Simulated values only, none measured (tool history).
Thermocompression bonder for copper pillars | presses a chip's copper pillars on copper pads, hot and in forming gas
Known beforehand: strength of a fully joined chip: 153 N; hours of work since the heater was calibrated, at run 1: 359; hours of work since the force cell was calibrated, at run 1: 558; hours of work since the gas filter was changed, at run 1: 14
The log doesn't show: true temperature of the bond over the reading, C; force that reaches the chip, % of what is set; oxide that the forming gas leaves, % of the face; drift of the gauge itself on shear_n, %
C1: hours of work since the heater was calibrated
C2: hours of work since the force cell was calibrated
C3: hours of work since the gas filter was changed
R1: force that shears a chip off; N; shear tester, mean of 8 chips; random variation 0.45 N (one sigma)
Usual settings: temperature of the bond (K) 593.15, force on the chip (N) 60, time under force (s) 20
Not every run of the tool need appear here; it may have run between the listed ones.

run 1 hour=0 | temperature_of_the_bond_(K)=593.15 force_on_the_chip_(N)=60 time_under_force_(s)=20 | C1=359 C2=558 C3=14 | R1=73.1
run 2 hour=49.8 | temperature_of_the_bond_(K)=593.15 force_on_the_chip_(N)=60 time_under_force_(s)=20 | C1=388 C2=587 C3=43 | R1=72.6
run 3 hour=94.5 | temperature_of_the_bond_(K)=593.15 force_on_the_chip_(N)=60 time_under_force_(s)=20 | C1=414 C2=613 C3=69 | R1=73.3
run 4 hour=170.6 | temperature_of_the_bond_(K)=593.15 force_on_the_chip_(N)=60 time_under_force_(s)=20 | C1=458 C2=657 C3=113 | R1=72.1
run 5 hour=229.9 | temperature_of_the_bond_(K)=593.15 force_on_the_chip_(N)=60 time_under_force_(s)=20 | C1=492 C2=692 C3=148 | R1=73
run 6 hour=293.3 | temperature_of_the_bond_(K)=593.15 force_on_the_chip_(N)=60 time_under_force_(s)=20 | C1=529 C2=728 C3=184 | R1=72.9
run 7 hour=349.8 | temperature_of_the_bond_(K)=593.15 force_on_the_chip_(N)=60 time_under_force_(s)=20 | C1=562 C2=761 C3=217 | R1=73.3
run 8 hour=393.4 | temperature_of_the_bond_(K)=593.15 force_on_the_chip_(N)=60 time_under_force_(s)=20 | C1=587 C2=786 C3=243 | R1=73.2
run 9 hour=433.1 | temperature_of_the_bond_(K)=593.15 force_on_the_chip_(N)=60 time_under_force_(s)=20 | C1=610 C2=810 C3=266 | R1=73.3
run 10 hour=470.6 | temperature_of_the_bond_(K)=593.15 force_on_the_chip_(N)=40 time_under_force_(s)=20 | C1=632 C2=831 C3=287 | R1=50.3
run 11 hour=511.9 | temperature_of_the_bond_(K)=593.15 force_on_the_chip_(N)=40 time_under_force_(s)=20 | C1=656 C2=855 C3=311 | R1=51.4
run 12 hour=565.7 | temperature_of_the_bond_(K)=593.15 force_on_the_chip_(N)=40 time_under_force_(s)=20 | C1=687 C2=886 C3=343 | R1=51.2
run 13 hour=635.5 | temperature_of_the_bond_(K)=593.15 force_on_the_chip_(N)=60 time_under_force_(s)=13 | C1=728 C2=927 C3=383 | R1=62.2
run 14 hour=683.3 | temperature_of_the_bond_(K)=593.15 force_on_the_chip_(N)=60 time_under_force_(s)=13 | C1=755 C2=955 C3=411 | R1=62.5
run 15 hour=716 | temperature_of_the_bond_(K)=593.15 force_on_the_chip_(N)=60 time_under_force_(s)=13 | C1=774 C2=974 C3=430 | R1=62.5
run 16 hour=790 | temperature_of_the_bond_(K)=593.15 force_on_the_chip_(N)=60 time_under_force_(s)=12 | C1=817 C2=1017 C3=473 | R1=60.6
-- hour=835.1 forming gas filter changed
run 17 hour=855.6 | temperature_of_the_bond_(K)=593.15 force_on_the_chip_(N)=60 time_under_force_(s)=12 | C1=855 C2=1054 C3=12 | R1=60.5
run 18 hour=906.5 | temperature_of_the_bond_(K)=587.15 force_on_the_chip_(N)=60 time_under_force_(s)=20 | C1=885 C2=1084 C3=41 | R1=68
run 19 hour=966.5 | temperature_of_the_bond_(K)=582.15 force_on_the_chip_(N)=50 time_under_force_(s)=27 | C1=919 C2=1119 C3=76 | R1=61.4
run 20 hour=1031 | temperature_of_the_bond_(K)=565.15 force_on_the_chip_(N)=76 time_under_force_(s)=17 | C1=957 C2=1156 C3=114 | R1=59.4
run 21 hour=1089.9 | temperature_of_the_bond_(K)=596.15 force_on_the_chip_(N)=87 time_under_force_(s)=20 | C1=991 C2=1190 C3=148 | R1=99.8
run 22 hour=1128.9 | temperature_of_the_bond_(K)=596.15 force_on_the_chip_(N)=87 time_under_force_(s)=20 | C1=1014 C2=1213 C3=170 | R1=99.2
run 23 hour=1203.4 | temperature_of_the_bond_(K)=586.15 force_on_the_chip_(N)=60 time_under_force_(s)=20 | C1=1057 C2=1256 C3=214 | R1=67.6
run 24 hour=1239.5 | temperature_of_the_bond_(K)=586.15 force_on_the_chip_(N)=60 time_under_force_(s)=20 | C1=1078 C2=1277 C3=235 | R1=67.4
run 25 hour=1309.4 | temperature_of_the_bond_(K)=593.15 force_on_the_chip_(N)=81 time_under_force_(s)=20 | C1=1118 C2=1318 C3=275 | R1=91.6
run 26 hour=1378.2 | temperature_of_the_bond_(K)=578.15 force_on_the_chip_(N)=81 time_under_force_(s)=15 | C1=1158 C2=1358 C3=315 | R1=70.4
run 27 hour=1424.8 | temperature_of_the_bond_(K)=618.15 force_on_the_chip_(N)=75 time_under_force_(s)=53 | C1=1185 C2=1385 C3=342 | R1=131
run 28 hour=1502.3 | temperature_of_the_bond_(K)=575.15 force_on_the_chip_(N)=75 time_under_force_(s)=53 | C1=1230 C2=1430 C3=387 | R1=96.8
run 29 hour=1551.7 | temperature_of_the_bond_(K)=571.15 force_on_the_chip_(N)=60 time_under_force_(s)=60 | C1=1259 C2=1458 C3=416 | R1=82

Entry by entry between the runs, the difference in hidden state between the last listed run before and the first listed run after:
After run 16, before run 17: forming gas filter changed (hour 835.1)
  oxide that the forming gas leaves, % of the face: 0.78 -> 0.51
